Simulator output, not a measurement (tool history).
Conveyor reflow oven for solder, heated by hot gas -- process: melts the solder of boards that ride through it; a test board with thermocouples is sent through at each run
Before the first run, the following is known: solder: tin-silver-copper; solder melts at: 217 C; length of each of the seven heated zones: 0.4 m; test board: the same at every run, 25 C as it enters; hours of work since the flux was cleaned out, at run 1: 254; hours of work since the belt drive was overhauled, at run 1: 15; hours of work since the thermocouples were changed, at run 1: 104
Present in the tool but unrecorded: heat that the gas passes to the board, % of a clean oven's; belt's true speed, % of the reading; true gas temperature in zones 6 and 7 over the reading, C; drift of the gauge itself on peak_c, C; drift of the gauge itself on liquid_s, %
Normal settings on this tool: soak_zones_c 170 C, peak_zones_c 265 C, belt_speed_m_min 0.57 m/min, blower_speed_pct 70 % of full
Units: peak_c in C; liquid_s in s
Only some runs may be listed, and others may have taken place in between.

run    day  soak_zones_c  peak_zones_c  belt_speed_m_min  blower_speed_pct  hours of work since the flux was cleaned out  hours of work since the belt drive was overhauled  hours of work since the thermocouples were changed  peak_c  liquid_s
  1      0           170           265              0.57                70                                           254                                                 15                                                 104   246.1        55
  2  0.333           170           266              0.57                70                                           258                                                 19                                                 108   246.8      55.9
  3  0.604           170           266              0.57                70                                           262                                                 22                                                 112   246.8        56
  4  0.888           170           266              0.57                70                                           265                                                 25                                                 115   246.8      55.8
  5  1.221           170           266              0.53                70                                           269                                                 29                                                 119   249.3      63.1
  6  1.392           170           266              0.53                70                                           271                                                 31                                                 121   249.2      62.9
  7   1.65           170           266              0.53                70                                           274                                                 35                                                 124   249.4      63.1
     1.854  -- belt drive overhauled, speed set with a stopwatch
  8  2.079           165           266             0.593                80                                           278                                                  3                                                 127   247.7      53.4
  9  2.238           165           266             0.593                80                                           280                                                  5                                                 129   247.6      52.9
 10  2.408           183           271              0.47                70                                           282                                                  7                                                 132   258.9      86.8
     2.608  -- belt drive overhauled, speed set with a stopwatch, once more
 11  2.796           183           271              0.47                70                                           284                                                  2                                                 134     259      86.8
 12  3.104           181           269             0.505                64                                           288                                                  6                                                 138   253.1      74.8

Consider 3 possible next runs. They are alternatives, not a sequence: every one starts from the tool as it was left by run 12. What does each give?
  A  3.275           170           256              0.57                70                                           290                                                  8                                                 140       ?         ?
  B  3.275           159           277             0.635                70                                           290                                                  8                                                 140       ?         ?
  C  3.275           170           265             0.526                63                                           290                                                  8                                                 140       ?         ?

run  peak_c  liquid_s
  A   238.5      47.1
  B   249.2      46.7
  C     246      59.2
Without the tool's hidden state the same runs would have given:
run  peak_c  liquid_s
  A   239.7      49.2
  B   250.9      48.5
  C   247.2      60.9

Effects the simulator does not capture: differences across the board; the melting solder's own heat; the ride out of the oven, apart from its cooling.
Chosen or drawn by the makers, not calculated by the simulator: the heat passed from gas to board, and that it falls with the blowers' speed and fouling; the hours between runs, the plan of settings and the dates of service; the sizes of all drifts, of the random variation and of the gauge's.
